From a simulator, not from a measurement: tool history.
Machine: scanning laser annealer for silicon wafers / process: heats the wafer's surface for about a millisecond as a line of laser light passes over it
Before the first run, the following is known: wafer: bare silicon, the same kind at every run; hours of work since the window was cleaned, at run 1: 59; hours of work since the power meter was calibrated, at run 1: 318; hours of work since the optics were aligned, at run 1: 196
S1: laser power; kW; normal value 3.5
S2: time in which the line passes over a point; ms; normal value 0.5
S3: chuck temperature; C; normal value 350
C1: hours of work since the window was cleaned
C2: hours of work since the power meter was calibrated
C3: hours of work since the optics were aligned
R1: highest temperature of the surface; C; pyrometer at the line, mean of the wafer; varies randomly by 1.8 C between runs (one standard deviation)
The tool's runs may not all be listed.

run	hour	S1	S2	S3	C1	C2	C3	R1
1	0	3.5	0.5	350	59	318	196	1064
2	11.6	3.5	0.5	350	67	326	204	1063
3	23.4	3.5	0.5	328	75	333	211	1041
4	35.9	3.5	0.5	328	83	342	220	1038
5	43.5	3.5	0.5	328	88	347	225	1039
6	49.5	3.233	0.5	328	92	351	229	985
7	58.8	3.5	0.497	350	98	357	235	1062
8	71.1	3.5	0.497	350	107	365	243	1059
9	82.5	3.5	0.497	353	114	373	251	1060
10	95.7	3.158	0.5	350	123	382	260	992
11	103	3.5	0.5	329	128	387	265	1039
12	117.3	3.5	0.5	334	138	396	274	1043
13	125.5	3.434	0.557	350	143	402	280	1086
14	139.7	3.5	0.368	350	153	411	290	958
15	146.3	3.578	0.5	355	157	416	294	1082
# hour 152.4: optics aligned, line set to its width
16	158.3	3.5	0.5	363	162	421	4	1071
17	164.4	3.485	0.515	388	166	425	8	1106
18	174	3.843	0.531	350	172	431	14	1150
19	180.3	3.843	0.531	350	177	435	19	1152
20	186.4	3.314	0.614	350	181	439	23	1091

Run 21 is up next; what results do you expect?
21	197	3.708	0.5	365	188	446	30	?

{"run 21": {"R1": 1112}}
Without the tool's hidden state the same run would have given R1 1125 C.

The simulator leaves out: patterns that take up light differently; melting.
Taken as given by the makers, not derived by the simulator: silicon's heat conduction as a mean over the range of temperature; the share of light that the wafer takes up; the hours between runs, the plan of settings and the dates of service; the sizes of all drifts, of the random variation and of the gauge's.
